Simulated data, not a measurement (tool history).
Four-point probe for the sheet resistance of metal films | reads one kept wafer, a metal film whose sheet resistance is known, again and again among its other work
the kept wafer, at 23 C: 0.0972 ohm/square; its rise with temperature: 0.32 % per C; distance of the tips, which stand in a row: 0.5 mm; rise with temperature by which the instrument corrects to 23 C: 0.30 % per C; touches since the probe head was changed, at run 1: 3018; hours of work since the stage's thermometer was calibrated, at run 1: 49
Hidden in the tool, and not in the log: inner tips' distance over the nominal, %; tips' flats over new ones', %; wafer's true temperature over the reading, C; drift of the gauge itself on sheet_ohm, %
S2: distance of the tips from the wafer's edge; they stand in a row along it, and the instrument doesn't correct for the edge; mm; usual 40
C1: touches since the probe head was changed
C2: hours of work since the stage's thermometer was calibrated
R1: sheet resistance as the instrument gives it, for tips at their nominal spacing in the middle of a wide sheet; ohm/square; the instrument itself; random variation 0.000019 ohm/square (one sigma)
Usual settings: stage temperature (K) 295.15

{"run": 1, "hour": 0.0, "stage temperature (K)": 295.15, "S2": 40, "C1": 3018, "C2": 49, "R1": 0.097442}
{"run": 2, "hour": 40.7, "stage temperature (K)": 295.15, "S2": 40, "C1": 4631, "C2": 75, "R1": 0.0975}
{"run": 3, "hour": 105.0, "stage temperature (K)": 295.15, "S2": 40, "C1": 7175, "C2": 116, "R1": 0.097479}
{"run": 4, "hour": 148.4, "stage temperature (K)": 295.15, "S2": 40, "C1": 8896, "C2": 144, "R1": 0.097513}
{"run": 5, "hour": 202.0, "stage temperature (K)": 295.15, "S2": 40, "C1": 11018, "C2": 178, "R1": 0.097565}
{"run": 6, "hour": 252.0, "stage temperature (K)": 295.15, "S2": 40, "C1": 12996, "C2": 210, "R1": 0.097559}
{"run": 7, "hour": 310.4, "stage temperature (K)": 295.15, "S2": 40, "C1": 15312, "C2": 248, "R1": 0.097556}
{"run": 8, "hour": 371.5, "stage temperature (K)": 295.15, "S2": 40, "C1": 17730, "C2": 287, "R1": 0.097625}
{"hour": 378.9, "done": "stage's thermometer calibrated"}
{"run": 9, "hour": 415.8, "stage temperature (K)": 295.15, "S2": 40, "C1": 19465, "C2": 24, "R1": 0.097626}
{"run": 10, "hour": 500.0, "stage temperature (K)": 295.15, "S2": 40, "C1": 22798, "C2": 78, "R1": 0.097617}
{"run": 11, "hour": 534.4, "stage temperature (K)": 295.15, "S2": 40, "C1": 24162, "C2": 100, "R1": 0.09763}
{"run": 12, "hour": 606.4, "stage temperature (K)": 295.15, "S2": 40, "C1": 27016, "C2": 146, "R1": 0.097647}
{"run": 13, "hour": 668.0, "stage temperature (K)": 295.15, "S2": 18, "C1": 29454, "C2": 185, "R1": 0.09773}
{"run": 14, "hour": 717.4, "stage temperature (K)": 307.15, "S2": 18, "C1": 31409, "C2": 217, "R1": 0.097925}
{"run": 15, "hour": 768.3, "stage temperature (K)": 292.15, "S2": 20, "C1": 33425, "C2": 249, "R1": 0.097695}
{"run": 16, "hour": 821.4, "stage temperature (K)": 298.15, "S2": 6, "C1": 35528, "C2": 283, "R1": 0.098138}
{"hour": 887.0, "done": "stage's thermometer calibrated, once more"}
{"run": 17, "hour": 890.5, "stage temperature (K)": 301.15, "S2": 49, "C1": 38245, "C2": 2, "R1": 0.09785}
{"run": 18, "hour": 933.3, "stage temperature (K)": 301.15, "S2": 17, "C1": 39940, "C2": 30, "R1": 0.097896}
{"run": 19, "hour": 1010.7, "stage temperature (K)": 295.15, "S2": 14, "C1": 43005, "C2": 79, "R1": 0.097865}

Forecast each of these 4 alternatives for the next run:
{"run": "A", "hour": 1093.7, "stage temperature (K)": 298.15, "S2": 14, "C1": 46294, "C2": 132, "R1": "?"}
{"run": "B", "hour": 1093.7, "stage temperature (K)": 295.15, "S2": 30, "C1": 46294, "C2": 132, "R1": "?"}
{"run": "C", "hour": 1093.7, "stage temperature (K)": 303.15, "S2": 3, "C1": 46294, "C2": 132, "R1": "?"}
{"run": "D", "hour": 1093.7, "stage temperature (K)": 295.15, "S2": 8, "C1": 46294, "C2": 132, "R1": "?"}

run=A R1=0.097941
run=B R1=0.097816
run=C R1=0.099389
run=D R1=0.098024
Without the tool's hidden state the same runs would have given:
run=A R1=0.097313
run=B R1=0.097189
run=C R1=0.098753
run=D R1=0.097396

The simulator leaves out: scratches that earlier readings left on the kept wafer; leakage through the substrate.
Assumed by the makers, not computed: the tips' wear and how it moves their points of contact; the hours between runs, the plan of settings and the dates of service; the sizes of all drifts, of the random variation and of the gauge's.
